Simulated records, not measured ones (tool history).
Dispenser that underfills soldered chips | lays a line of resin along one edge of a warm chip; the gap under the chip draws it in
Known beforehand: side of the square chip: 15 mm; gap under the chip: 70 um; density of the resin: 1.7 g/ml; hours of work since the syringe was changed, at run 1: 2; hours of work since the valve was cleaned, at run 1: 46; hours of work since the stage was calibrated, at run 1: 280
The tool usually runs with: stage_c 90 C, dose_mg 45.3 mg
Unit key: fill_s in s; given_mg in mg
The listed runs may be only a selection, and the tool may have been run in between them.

| run | hour | stage_c | dose_mg | hours of work since the syringe was changed | hours of work since the valve was cleaned | hours of work since the stage was calibrated | fill_s | given_mg |
|---|---|---|---|---|---|---|---|---|
| 1 | 0.0 | 90 | 45.3 | 2 | 46 | 280 | 138.8 | 43.46 |
|  | 12.7 | new syringe of resin |
| 2 | 13.5 | 90 | 45.3 | 0 | 54 | 288 | 125.8 | 43.10 |
|  | 21.4 | dispensing valve cleaned and set on the balance |
| 3 | 29.3 | 90 | 45.3 | 9 | 5 | 297 | 191.2 | 45.11 |
|  | 30.9 | new syringe of resin |
| 4 | 46.4 | 90 | 45.3 | 9 | 15 | 308 | 191.9 | 44.70 |
|  | 47.7 | new syringe of resin |
| 5 | 56.9 | 90 | 45.3 | 6 | 21 | 314 | 162.5 | 44.02 |
|  | 64.0 | new syringe of resin |
| 6 | 70.7 | 90 | 45.3 | 4 | 29 | 322 | 151.3 | 43.84 |
|  | 80.8 | new syringe of resin |
| 7 | 87.9 | 101 | 45.3 | 4 | 40 | 332 | 102.2 | 43.54 |
|  | 97.3 | new syringe of resin |
| 8 | 99.8 | 101 | 45.3 | 2 | 47 | 339 | 91.8 | 42.93 |
| 9 | 107.2 | 90 | 45.3 | 6 | 51 | 344 | 165.2 | 42.81 |
|  | 113.8 | new syringe of resin |
|  | 120.2 | dispensing valve cleaned and set on the balance |
| 10 | 123.6 | 90 | 45.3 | 5 | 2 | 353 | 163.9 | 45.26 |
|  | 131.9 | new syringe of resin |
| 11 | 140.1 | 90 | 42.7 | 5 | 12 | 363 | 160.6 | 42.31 |
|  | 148.2 | new syringe of resin |
| 12 | 148.9 | 90 | 42.7 | 0 | 17 | 368 | 133.6 | 42.31 |
| 13 | 162.5 | 90 | 42.7 | 9 | 25 | 376 | 193.5 | 41.32 |
|  | 165.5 | new syringe of resin |
| 14 | 171.3 | 90 | 42.7 | 3 | 30 | 381 | 153.7 | 41.28 |
|  | 183.0 | new syringe of resin |
| 15 | 183.1 | 90 | 42.7 | 0 | 37 | 388 | 129.7 | 41.24 |
| 16 | 194.1 | 90 | 42.7 | 7 | 44 | 395 | 172.7 | 40.72 |
|  | 199.8 | new syringe of resin |
| 17 | 210.6 | 82 | 45.3 | 7 | 54 | 405 | 240.6 | 43.01 |
|  | 217.4 | new syringe of resin |
|  | 219.6 | dispensing valve cleaned and set on the balance |
| 18 | 220.9 | 98 | 45.4 | 1 | 1 | 410 | 102.6 | 45.33 |
| 19 | 228.2 | 96 | 56.6 | 6 | 5 | 415 | 131.8 | 56.49 |
|  | 234.9 | new syringe of resin |
| 20 | 237.7 | 103 | 54.4 | 2 | 11 | 420 | 84.4 | 53.83 |
| 21 | 246.2 | 99 | 46.5 | 7 | 16 | 425 | 124.8 | 45.83 |
|  | 251.8 | new syringe of resin |
| 22 | 262.3 | 99 | 46.5 | 6 | 25 | 435 | 122.1 | 45.22 |
|  | 268.2 | new syringe of resin |
| 23 | 269.4 | 94 | 51.0 | 1 | 30 | 439 | 114.7 | 49.49 |
| 24 | 284.2 | 94 | 51.0 | 10 | 39 | 448 | 169.4 | 49.07 |
|  | 285.5 | new syringe of resin |
| 25 | 294.9 | 94 | 54.0 | 6 | 45 | 454 | 145.2 | 51.40 |
|  | 302.1 | new syringe of resin |
| 26 | 307.1 | 90 | 41.4 | 3 | 52 | 461 | 154.8 | 39.21 |
|  | 318.6 | dispensing valve cleaned and set on the balance |
|  | 319.8 | new syringe of resin |
| 27 | 321.0 | 103 | 53.2 | 1 | 1 | 469 | 81.9 | 53.07 |
| 28 | 328.1 | 103 | 53.2 | 5 | 6 | 473 | 99.5 | 53.14 |
|  | 337.0 | new syringe of resin |
| 29 | 344.4 | 103 | 53.2 | 4 | 15 | 483 | 97.4 | 52.76 |
|  | 354.2 | new syringe of resin |
| 30 | 359.5 | 88 | 45.3 | 3 | 24 | 492 | 169.7 | 44.37 |
| 31 | 369.7 | 88 | 50.9 | 9 | 30 | 498 | 215.0 | 49.68 |
|  | 371.1 | new syringe of resin |
| 32 | 379.5 | 88 | 50.9 | 5 | 36 | 504 | 179.0 | 49.36 |
|  | 387.9 | new syringe of resin |
| 33 | 389.9 | 103 | 41.4 | 1 | 42 | 510 | 88.4 | 39.76 |
| 34 | 397.1 | 92 | 40.7 | 6 | 47 | 515 | 158.7 | 38.77 |

Forecast each of these 4 alternatives for the next run:
|  | 405.2 | new syringe of resin |
| A | 411.4 | 90 | 40.8 | 4 | 55 | 523 | ? | ? |
|  | 405.2 | new syringe of resin |
| B | 411.4 | 95 | 45.3 | 4 | 55 | 523 | ? | ? |
|  | 405.2 | new syringe of resin |
| C | 411.4 | 75 | 39.7 | 4 | 55 | 523 | ? | ? |
|  | 405.2 | new syringe of resin |
| D | 411.4 | 90 | 49.7 | 4 | 55 | 523 | ? | ? |

| run | fill_s | given_mg |
|---|---|---|
| A | 162.7 | 38.81 |
| B | 130.3 | 42.82 |
| C | 289.9 | 37.53 |
| D | 157.6 | 47.03 |
Take away the tool's hidden state, keep each run's random variation, and the runs would have read:
| run | fill_s | given_mg |
|---|---|---|
| A | 120.8 | 40.85 |
| B | 97.3 | 45.08 |
| C | 212.2 | 39.51 |
| D | 117.4 | 49.50 |
